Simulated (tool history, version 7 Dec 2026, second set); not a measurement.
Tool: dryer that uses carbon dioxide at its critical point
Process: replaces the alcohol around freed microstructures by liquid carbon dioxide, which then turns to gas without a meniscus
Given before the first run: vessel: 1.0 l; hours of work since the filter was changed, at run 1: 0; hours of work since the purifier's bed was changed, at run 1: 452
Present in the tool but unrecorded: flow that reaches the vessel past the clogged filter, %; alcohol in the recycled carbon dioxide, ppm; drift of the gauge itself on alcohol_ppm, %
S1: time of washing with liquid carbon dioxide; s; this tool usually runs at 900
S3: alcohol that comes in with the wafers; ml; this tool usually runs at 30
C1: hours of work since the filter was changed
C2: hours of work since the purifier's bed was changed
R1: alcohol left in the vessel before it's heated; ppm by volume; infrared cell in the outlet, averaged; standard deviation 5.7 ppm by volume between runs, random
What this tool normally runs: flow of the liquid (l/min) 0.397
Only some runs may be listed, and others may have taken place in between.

Run 1, hour 0.0: usual settings; C1 0; C2 452. Result: R1 199 ppm by volume.
Run 2, hour 58.4: usual settings; C1 41; C2 493. Result: R1 209 ppm by volume.
Run 3, hour 120.9: usual settings; C1 86; C2 537. Result: R1 216 ppm by volume.
Run 4, hour 154.1: usual settings; C1 109; C2 561. Result: R1 224 ppm by volume.
Run 5, hour 184.6: usual settings; C1 131; C2 583. Result: R1 232 ppm by volume.
Run 6, hour 211.9: usual settings; C1 150; C2 602. Result: R1 233 ppm by volume.
Run 7, hour 266.0: usual settings; C1 189; C2 640. Result: R1 243 ppm by volume.
Run 8, hour 311.9: usual settings; C1 221; C2 673. Result: R1 253 ppm by volume.
Run 9, hour 371.7: usual settings but S1 660 s; C1 264; C2 715. Result: R1 873 ppm by volume.
Run 10, hour 410.3: usual settings but S1 660 s, flow of the liquid (l/min) 0.477; C1 291; C2 743. Result: R1 419 ppm by volume.
Run 11, hour 444.7: usual settings but S1 660 s, flow of the liquid (l/min) 0.477, S3 78 ml; C1 315; C2 767. Result: R1 1041 ppm by volume.
At hour 479.4: inlet filter changed.
Run 12, hour 479.6: usual settings but flow of the liquid (l/min) 0.309; C1 0; C2 791. Result: R1 630 ppm by volume.
Run 13, hour 528.1: usual settings but flow of the liquid (l/min) 0.309; C1 35; C2 826. Result: R1 646 ppm by volume.
Run 14, hour 572.3: usual settings but S1 1380 s, flow of the liquid (l/min) 0.249, S3 98 ml; C1 66; C2 857. Result: R1 892 ppm by volume.
Run 15, hour 621.0: usual settings but S1 1380 s, flow of the liquid (l/min) 0.249, S3 98 ml; C1 100; C2 891. Result: R1 899 ppm by volume.
Run 16, hour 674.4: usual settings but flow of the liquid (l/min) 0.396, S3 27 ml; C1 138; C2 929. Result: R1 229 ppm by volume.
Run 17, hour 725.8: usual settings but S1 720 s, flow of the liquid (l/min) 0.427; C1 175; C2 966. Result: R1 452 ppm by volume.
Run 18, hour 780.5: usual settings but S3 29 ml; C1 214; C2 1005. Result: R1 273 ppm by volume.

Predict the results of run 19:
Run 19, hour 818.3: usual settings but S1 960 s, flow of the liquid (l/min) 0.387, S3 107 ml; C1 240; C2 1031. Result: R1 ?.

{"run 19": {"R1": 707}}
Without the tool's hidden state the same run would have given R1 509 ppm by volume.

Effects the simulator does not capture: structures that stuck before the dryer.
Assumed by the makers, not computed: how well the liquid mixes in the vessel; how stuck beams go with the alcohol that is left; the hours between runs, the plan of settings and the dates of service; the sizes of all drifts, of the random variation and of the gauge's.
